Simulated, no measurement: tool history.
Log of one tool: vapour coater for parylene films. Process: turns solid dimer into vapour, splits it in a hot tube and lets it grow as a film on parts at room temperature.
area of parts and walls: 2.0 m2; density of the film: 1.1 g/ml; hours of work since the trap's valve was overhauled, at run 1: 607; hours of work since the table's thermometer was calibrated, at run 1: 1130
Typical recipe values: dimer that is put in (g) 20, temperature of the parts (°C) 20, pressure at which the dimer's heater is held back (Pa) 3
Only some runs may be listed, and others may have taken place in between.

| run | day | dimer that is put in (g) | temperature of the parts (°C) | pressure at which the dimer's heater is held back (Pa) | hours of work since the trap's valve was overhauled | hours of work since the table's thermometer was calibrated | thickness of the film (nm) |
|---|---|---|---|---|---|---|---|
| 1 | 0 | 20 | 20 | 3 | 607 | 1130 | 3810 |
| 2 | 2.454 | 20 | 20 | 3 | 650 | 1173 | 3760 |
|  | 3.5 | trap's valve overhauled |
| 3 | 5.75 | 20 | 20 | 3 | 40 | 1229 | 3350 |
| 4 | 7.5 | 20 | 20 | 3 | 71 | 1260 | 3280 |
| 5 | 10.221 | 20 | 20 | 9.24 | 119 | 1308 | 2910 |
| 6 | 11.825 | 20 | 20 | 9.24 | 148 | 1336 | 2910 |
|  | 12.133 | trap's valve overhauled, once more |
| 7 | 13.571 | 20 | 30 | 3 | 25 | 1364 | 3540 |
| 8 | 16.3 | 20 | 20 | 3 | 74 | 1413 | 4360 |
| 9 | 18.662 | 20 | 20 | 3 | 116 | 1455 | 4330 |
|  | 20.662 | table's thermometer calibrated |
| 10 | 21.796 | 20 | 20 | 3 | 171 | 20 | 4130 |
| 11 | 25.108 | 20 | 20 | 2.33 | 229 | 79 | 4200 |
| 12 | 26.654 | 20 | 20 | 2.33 | 257 | 106 | 4190 |
| 13 | 28.229 | 20 | 20 | 2.33 | 285 | 134 | 4150 |
| 14 | 31.362 | 21 | 20 | 3 | 340 | 190 | 4210 |
| 15 | 33.988 | 9 | 15 | 3.4 | 387 | 236 | 1930 |
| 16 | 35.792 | 9 | 12 | 3.97 | 419 | 268 | 2040 |
| 17 | 37.225 | 9 | 32 | 3.97 | 444 | 294 | 1330 |
| 18 | 40.338 | 16 | 12 | 3.97 | 499 | 349 | 3580 |
| 19 | 42.204 | 16 | 12 | 3.97 | 532 | 382 | 3520 |
| 20 | 44.642 | 10 | 29 | 2.96 | 575 | 425 | 1590 |
| 21 | 46.983 | 18 | 22 | 2.27 | 617 | 466 | 3350 |
| 22 | 48.408 | 18 | 22 | 2.27 | 642 | 492 | 3320 |
|  | 49.971 | trap's valve overhauled |
| 23 | 50.683 | 30 | 27 | 3 | 13 | 529 | 5570 |
| 24 | 52.9 | 30 | 27 | 3 | 52 | 568 | 5590 |
| 25 | 55.483 | 8 | 14 | 3 | 98 | 614 | 1940 |

Difference, measured minus no-hidden-state, one row per run. Run-to-run variation is common to both terms; the gauge's own scatter need not be:
The hidden state here: vapour lost through the trap's worn valve, %; true temperature of the parts over the reading, C; drift of the gauge itself on film_um, %.
| run | thickness of the film (nm) |
|---|---|
| 1 | -530 |
| 2 | -570 |
| 3 | -990 |
| 4 | -1020 |
| 5 | -960 |
| 6 | -980 |
| 7 | +60 |
| 8 | +30 |
| 9 | -10 |
| 10 | -160 |
| 11 | -210 |
| 12 | -230 |
| 13 | -260 |
| 14 | -300 |
| 15 | -160 |
| 16 | -190 |
| 17 | -130 |
| 18 | -400 |
| 19 | -420 |
| 20 | -200 |
| 21 | -460 |
| 22 | -490 |
| 23 | +0 |
| 24 | -40 |
| 25 | -30 |
